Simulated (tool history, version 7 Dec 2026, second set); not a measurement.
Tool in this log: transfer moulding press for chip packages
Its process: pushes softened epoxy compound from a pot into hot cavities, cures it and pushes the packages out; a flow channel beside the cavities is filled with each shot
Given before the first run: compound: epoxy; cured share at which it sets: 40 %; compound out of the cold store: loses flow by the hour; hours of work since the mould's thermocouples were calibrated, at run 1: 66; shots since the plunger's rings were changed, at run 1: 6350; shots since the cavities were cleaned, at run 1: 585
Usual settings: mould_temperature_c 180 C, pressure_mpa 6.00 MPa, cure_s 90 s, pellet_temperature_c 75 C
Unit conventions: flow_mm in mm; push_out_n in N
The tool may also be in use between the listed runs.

run,hour,mould_temperature_c,pressure_mpa,cure_s,pellet_temperature_c,hours of work since the mould's thermocouples were calibrated,shots since the plunger's rings were changed,shots since the cavities were cleaned,incoming compound's hours out of the cold store,flow_mm,push_out_n
1,0.0,180,6.00,90,75,66,6350,585,12.2,675,475
# hour 12.4: plunger's sealing rings changed
2,16.0,180,6.00,90,75,76,51,775,12.8,702,502
# hour 18.5: cavities cleaned with cleaning compound and waxed
3,30.4,180,6.00,90,75,86,232,167,29.9,640,395
4,38.0,180,6.00,98,75,92,339,274,11.8,704,392
5,51.0,187,6.00,98,75,101,522,457,12.9,681,346
6,62.3,187,4.73,98,75,109,680,615,16.7,591,369
7,72.6,187,4.73,98,75,117,824,759,44.2,510,377
# hour 76.2: cavities cleaned with cleaning compound and waxed
8,82.7,180,5.45,90,75,123,945,91,36.2,585,376
9,88.9,180,5.45,90,75,128,1032,178,24.1,623,391
10,97.8,180,6.00,90,75,134,1158,304,27.1,644,424
11,106.5,180,6.00,90,75,141,1279,425,29.1,636,439
12,115.2,180,6.00,90,75,147,1402,548,23.1,658,461
13,123.8,180,6.00,90,75,154,1523,669,24.0,655,462
# hour 134.0: cavities cleaned with cleaning compound and waxed
14,137.1,180,6.00,90,76,162,1688,43,43.3,587,365
15,147.2,180,6.00,90,76,170,1831,186,46.7,577,383
16,159.0,180,6.00,90,76,179,1996,351,24.9,647,432
17,165.3,180,6.30,92,76,183,2084,439,26.2,657,427
18,178.5,180,5.49,90,79,193,2269,624,19.3,638,476
19,187.3,186,6.00,90,75,199,2394,749,24.9,632,396
# hour 191.9: cavities cleaned with cleaning compound and waxed
20,200.4,186,6.38,92,75,208,2556,120,27.1,642,303
21,211.7,186,6.38,92,75,216,2714,278,12.2,699,336
22,224.5,186,6.38,92,75,226,2895,459,30.6,630,359
23,236.2,173,5.90,72,74,234,3059,623,15.8,689,1196
24,244.7,178,6.00,97,75,241,3179,743,22.2,656,459
# hour 249.0: cavities cleaned with cleaning compound and waxed
25,258.6,178,6.00,97,75,250,3352,135,35.7,611,361
26,264.7,178,6.00,97,75,254,3438,221,10.7,698,408
27,276.3,183,6.00,90,75,263,3600,383,47.7,563,372
28,287.5,182,6.00,78,75,271,3758,541,22.7,643,522

The logged runs with the hidden state left out (each run's random variation unchanged):
Hidden conditions of the tool in this case: true mould temperature over the reading, C; pressure that reaches the compound, % of what is set; grip of the stained cavities, % over clean ones'; drift of the gauge itself on flow_mm, %; drift of the gauge itself on push_out_n, %.
run,flow_mm,push_out_n
1,709,358
2,704,363
3,643,345
4,708,326
5,686,271
6,596,279
7,515,277
8,591,340
9,629,338
10,651,346
11,644,345
12,667,349
13,665,341
14,596,336
15,586,328
16,658,347
17,669,334
18,651,356
19,645,287
20,657,277
21,716,285
22,646,284
23,707,904
24,674,339
25,629,325
26,718,351
27,580,301
28,664,403
